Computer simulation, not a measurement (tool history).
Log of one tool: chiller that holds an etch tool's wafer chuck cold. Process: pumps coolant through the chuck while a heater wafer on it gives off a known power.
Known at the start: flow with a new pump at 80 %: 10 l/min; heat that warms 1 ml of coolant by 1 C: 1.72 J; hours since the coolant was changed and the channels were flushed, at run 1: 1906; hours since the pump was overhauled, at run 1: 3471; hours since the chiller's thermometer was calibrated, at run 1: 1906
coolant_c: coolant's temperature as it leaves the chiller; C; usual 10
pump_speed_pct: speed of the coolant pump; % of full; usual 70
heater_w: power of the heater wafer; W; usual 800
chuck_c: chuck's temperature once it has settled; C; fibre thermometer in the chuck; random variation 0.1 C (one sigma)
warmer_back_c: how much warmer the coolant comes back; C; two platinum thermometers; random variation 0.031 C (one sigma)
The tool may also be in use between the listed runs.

| run | hour | coolant_c | pump_speed_pct | heater_w | hours since the coolant was changed and the channels were flushed | hours since the pump was overhauled | hours since the chiller's thermometer was calibrated | chuck_c | warmer_back_c |
|---|---|---|---|---|---|---|---|---|---|
| 1 | 0 | 10 | 70 | 800 | 1906 | 3471 | 1906 | 19.7 | 3.38 |
| 2 | 234.9 | 10 | 83 | 800 | 2141 | 3706 | 2141 | 18.5 | 2.85 |
| 3 | 442.2 | 10 | 91 | 800 | 2348 | 3913 | 2348 | 17.7 | 2.61 |
|  | 598.4 | chiller's thermometer calibrated |
| 4 | 622.5 | 10 | 91 | 800 | 2528 | 4092 | 24 | 17.7 | 2.63 |
| 5 | 815.8 | 10 | 70 | 506 | 2721 | 4286 | 217 | 16.5 | 2.18 |
| 6 | 920.4 | 10 | 70 | 506 | 2826 | 4390 | 322 | 16.5 | 2.14 |
| 7 | 1141 | 10 | 70 | 506 | 3046 | 4611 | 543 | 16.4 | 2.09 |
| 8 | 1248 | 10 | 70 | 506 | 3153 | 4718 | 650 | 16.5 | 2.19 |
| 9 | 1379.6 | 2 | 70 | 800 | 3285 | 4850 | 781 | 12.1 | 3.47 |
| 10 | 1591 | 2 | 70 | 800 | 3496 | 5061 | 993 | 12.3 | 3.48 |
| 11 | 1767 | 10 | 70 | 800 | 3672 | 5237 | 1169 | 20.4 | 3.52 |
| 12 | 1974.6 | 10 | 70 | 800 | 3880 | 5445 | 1376 | 20.4 | 3.52 |
|  | 2028.1 | chiller's thermometer calibrated, once more |
| 13 | 2175.5 | 10 | 70 | 800 | 4080 | 5644 | 147 | 20.9 | 3.49 |
| 14 | 2358.3 | 4 | 70 | 800 | 4262 | 5827 | 330 | 15 | 3.52 |
| 15 | 2501.1 | 10 | 70 | 800 | 4405 | 5970 | 473 | 21 | 3.52 |
| 16 | 2627.9 | 20 | 70 | 614 | 4532 | 6097 | 600 | 28.5 | 2.68 |
| 17 | 2725.7 | 10 | 90 | 800 | 4630 | 6195 | 698 | 18.9 | 2.77 |
| 18 | 2871.1 | 17 | 90 | 711 | 4775 | 6340 | 843 | 24.8 | 2.43 |
| 19 | 2977 | 1 | 64 | 870 | 4881 | 6446 | 949 | 14.2 | 4.26 |
| 20 | 3211.8 | 1 | 64 | 870 | 5116 | 6681 | 1184 | 14.5 | 4.31 |
| 21 | 3425.9 | 1 | 64 | 870 | 5330 | 6895 | 1398 | 14.7 | 4.32 |
| 22 | 3549.4 | 10 | 91 | 1106 | 5454 | 7018 | 1521 | 22.6 | 3.81 |
| 23 | 3702.3 | 12 | 94 | 1131 | 5606 | 7171 | 1674 | 24.6 | 3.83 |
| 24 | 3812.9 | 12 | 94 | 1131 | 5717 | 7282 | 1785 | 24.6 | 3.78 |
| 25 | 4003.6 | 13 | 86 | 473 | 5908 | 7473 | 1976 | 18.7 | 1.76 |
| 26 | 4108.2 | 11 | 61 | 513 | 6012 | 7577 | 2080 | 19.9 | 2.68 |
| 27 | 4253.2 | 11 | 61 | 513 | 6157 | 7722 | 2225 | 19.5 | 2.69 |
|  | 4275.4 | coolant changed, channels flushed |
| 28 | 4429.1 | 11 | 61 | 513 | 154 | 7892 | 2395 | 18.4 | 2.77 |
|  | 4538.4 | chiller's thermometer calibrated |
| 29 | 4632.3 | 10 | 70 | 1105 | 356 | 8094 | 94 | 24 | 5.13 |

How the hidden state differs across the entries between the runs, from the last listed run before each to the first after it:
Between runs 3 and 4: chiller's thermometer calibrated (hour 598.4)
  heat passed by the chuck's channels, % of clean ones': 91.2 -> 90.5; flow at a given pump speed, % of a new pump's: 93.4 -> 93.1; coolant's true temperature over the reading, C: -0.07 -> -0.1
  measured less the result without the state, chuck_c: +1 -> +0.9 C; warmer_back_c: +0.18 -> +0.18 C
Between runs 12 and 13: chiller's thermometer calibrated, once more (hour 2028.1)
  heat passed by the chuck's channels, % of clean ones': 85.6 -> 84.8; flow at a given pump speed, % of a new pump's: 90.9 -> 90.5; coolant's true temperature over the reading, C: -0.18 -> -0.05
  measured less the result without the state, chuck_c: +1.8 -> +2.1 C; warmer_back_c: +0.32 -> +0.33 C
Between runs 27 and 28: coolant changed, channels flushed (hour 4275.4)
  heat passed by the chuck's channels, % of clean ones': 77.1 -> 98.6; flow at a given pump speed, % of a new pump's: 87.2 -> 86.9; coolant's true temperature over the reading, C: -0.17 -> -0.18
  measured less the result without the state, chuck_c: +2.4 -> +0.7 C; warmer_back_c: +0.34 -> +0.36 C
Between runs 28 and 29: chiller's thermometer calibrated (hour 4538.4)
  heat passed by the chuck's channels, % of clean ones': 98.6 -> 97.7; flow at a given pump speed, % of a new pump's: 86.9 -> 86.6; coolant's true temperature over the reading, C: -0.18 -> -0.01
  measured less the result without the state, chuck_c: +0.7 -> +1.9 C; warmer_back_c: +0.36 -> +0.68 C

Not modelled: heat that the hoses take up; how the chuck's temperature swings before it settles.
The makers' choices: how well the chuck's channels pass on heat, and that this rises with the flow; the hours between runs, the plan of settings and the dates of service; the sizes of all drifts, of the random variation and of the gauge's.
